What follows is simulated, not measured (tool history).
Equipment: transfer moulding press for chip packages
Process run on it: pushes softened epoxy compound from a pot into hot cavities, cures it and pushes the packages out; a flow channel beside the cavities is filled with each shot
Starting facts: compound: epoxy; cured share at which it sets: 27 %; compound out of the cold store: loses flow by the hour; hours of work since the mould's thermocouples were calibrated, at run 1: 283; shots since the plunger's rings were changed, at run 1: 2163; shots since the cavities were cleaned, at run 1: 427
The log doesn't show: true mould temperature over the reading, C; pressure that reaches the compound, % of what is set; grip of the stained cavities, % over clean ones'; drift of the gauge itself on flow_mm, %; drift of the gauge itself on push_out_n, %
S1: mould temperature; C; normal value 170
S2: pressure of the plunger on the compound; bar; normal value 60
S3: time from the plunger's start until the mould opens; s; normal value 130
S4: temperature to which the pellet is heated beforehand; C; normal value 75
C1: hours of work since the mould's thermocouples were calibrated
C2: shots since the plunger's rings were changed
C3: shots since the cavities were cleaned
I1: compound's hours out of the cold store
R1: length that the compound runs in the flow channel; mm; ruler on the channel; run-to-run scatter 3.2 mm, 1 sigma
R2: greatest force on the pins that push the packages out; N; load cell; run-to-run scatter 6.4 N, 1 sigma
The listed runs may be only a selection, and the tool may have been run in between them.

run 1 hour=0 | S1=170 S2=60 S3=130 S4=75 | C1=283 C2=2163 C3=427 | I1=25 | R1=789 R2=402
run 2 hour=10.1 | S1=170 S2=60 S3=130 S4=75 | C1=291 C2=2271 C3=535 | I1=12.4 | R1=830 R2=424
run 3 hour=15.5 | S1=170 S2=60 S3=130 S4=75 | C1=295 C2=2329 C3=593 | I1=12.5 | R1=820 R2=454
run 4 hour=19.8 | S1=170 S2=60 S3=130 S4=75 | C1=298 C2=2375 C3=639 | I1=35.9 | R1=758 R2=435
run 5 hour=27.9 | S1=170 S2=60 S3=130 S4=75 | C1=304 C2=2461 C3=725 | I1=34.7 | R1=755 R2=429
run 6 hour=36.2 | S1=170 S2=60 S3=130 S4=75 | C1=310 C2=2550 C3=814 | I1=33.1 | R1=760 R2=468
-- hour=41.4 cavities cleaned with cleaning compound and waxed
run 7 hour=47.5 | S1=170 S2=60 S3=130 S4=75 | C1=317 C2=2654 C3=65 | I1=38.3 | R1=746 R2=558
run 8 hour=53 | S1=170 S2=60 S3=130 S4=75 | C1=321 C2=2713 C3=124 | I1=17.4 | R1=804 R2=579
-- hour=63 plunger's sealing rings changed
run 9 hour=64.6 | S1=170 S2=60 S3=130 S4=75 | C1=327 C2=16 C3=220 | I1=10.5 | R1=880 R2=559
-- hour=70.4 cavities cleaned with cleaning compound and waxed, once more
run 10 hour=75.4 | S1=170 S2=60 S3=130 S4=75 | C1=334 C2=116 C3=53 | I1=16.1 | R1=854 R2=287
run 11 hour=82.6 | S1=175 S2=60 S3=130 S4=75 | C1=339 C2=193 C3=130 | I1=23.5 | R1=814 R2=252
run 12 hour=91.7 | S1=175 S2=60 S3=130 S4=75 | C1=346 C2=290 C3=227 | I1=14.6 | R1=839 R2=279
run 13 hour=101.7 | S1=175 S2=60 S3=130 S4=75 | C1=353 C2=396 C3=333 | I1=23.1 | R1=817 R2=317
run 14 hour=107 | S1=175 S2=60 S3=118 S4=75 | C1=357 C2=453 C3=390 | I1=43.1 | R1=758 R2=335
run 15 hour=115.8 | S1=170 S2=60 S3=130 S4=75 | C1=363 C2=547 C3=484 | I1=9.1 | R1=874 R2=420
run 16 hour=124 | S1=170 S2=60 S3=130 S4=75 | C1=369 C2=634 C3=571 | I1=25.4 | R1=822 R2=444
run 17 hour=131.9 | S1=170 S2=60 S3=130 S4=75 | C1=375 C2=719 C3=656 | I1=28.7 | R1=804 R2=434

What does the tool deliver on the next run?
run 18 hour=136.2 | S1=167 S2=60 S3=146 S4=85 | C1=378 C2=765 C3=702 | I1=43.5 | R1=? R2=?

Run 18 measured R1 770 mm, R2 430 N.
With no hidden state in the tool, this same run would have given R1 781 mm, R2 226 N.

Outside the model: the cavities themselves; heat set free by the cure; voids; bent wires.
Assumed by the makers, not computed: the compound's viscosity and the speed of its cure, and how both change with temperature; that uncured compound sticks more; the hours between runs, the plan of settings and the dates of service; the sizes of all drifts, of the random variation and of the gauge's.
